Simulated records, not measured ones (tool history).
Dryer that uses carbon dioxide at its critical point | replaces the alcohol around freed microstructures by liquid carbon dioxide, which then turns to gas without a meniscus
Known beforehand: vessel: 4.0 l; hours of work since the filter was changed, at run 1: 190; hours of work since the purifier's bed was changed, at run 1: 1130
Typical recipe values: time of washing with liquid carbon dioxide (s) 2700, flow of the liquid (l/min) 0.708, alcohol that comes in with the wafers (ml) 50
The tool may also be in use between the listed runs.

run,hour,time of washing with liquid carbon dioxide (s),flow of the liquid (l/min),alcohol that comes in with the wafers (ml),hours of work since the filter was changed,hours of work since the purifier's bed was changed,alcohol left in the vessel before it's heated (ppm by volume)
1,0.0,2700,0.708,50,190,1130,224
# hour 47.4: purifier's bed changed
2,59.0,2700,0.708,30,231,9,36
3,86.7,2700,0.708,50,251,29,64
# hour 115.9: inlet filter changed
4,135.1,2700,0.708,50,14,64,33
5,164.8,2700,0.708,50,36,86,40
6,198.4,2700,0.708,50,61,111,60
7,255.1,2700,0.708,50,103,152,68
8,317.6,2700,0.780,50,149,198,54
9,355.0,2700,0.831,50,176,226,61
10,402.9,2700,0.831,50,212,261,65
11,452.4,2700,0.831,50,248,298,70
# hour 486.9: inlet filter changed
12,512.3,2400,1.075,20,19,341,62
13,573.8,2400,1.075,20,64,387,70
14,619.0,3960,0.606,20,97,420,86
15,665.3,3600,0.708,26,132,454,85
16,713.7,3600,0.708,26,167,490,86
17,758.4,3600,0.708,26,200,523,89
18,817.7,2520,0.708,40,244,566,151
19,849.3,3240,0.740,82,267,590,117

Some steps in alcohol left in the vessel before it's heated (ppm by volume) between neighbouring runs. How much of each would the tool show without its hidden state too (settings, what came in, random variation), and how much is left for the hidden state, with any gauge scatter that isn't in both results?
Hidden state present: flow that reaches the vessel past the clogged filter, %; alcohol in the recycled carbon dioxide, ppm; drift of the gauge itself on alcohol_ppm, %.
Run 1 -> 2: alcohol that comes in with the wafers (ml) 50 -> 30, purifier's bed changed. alcohol left in the vessel before it's heated (ppm by volume) -188: hidden state -181, all else -7.
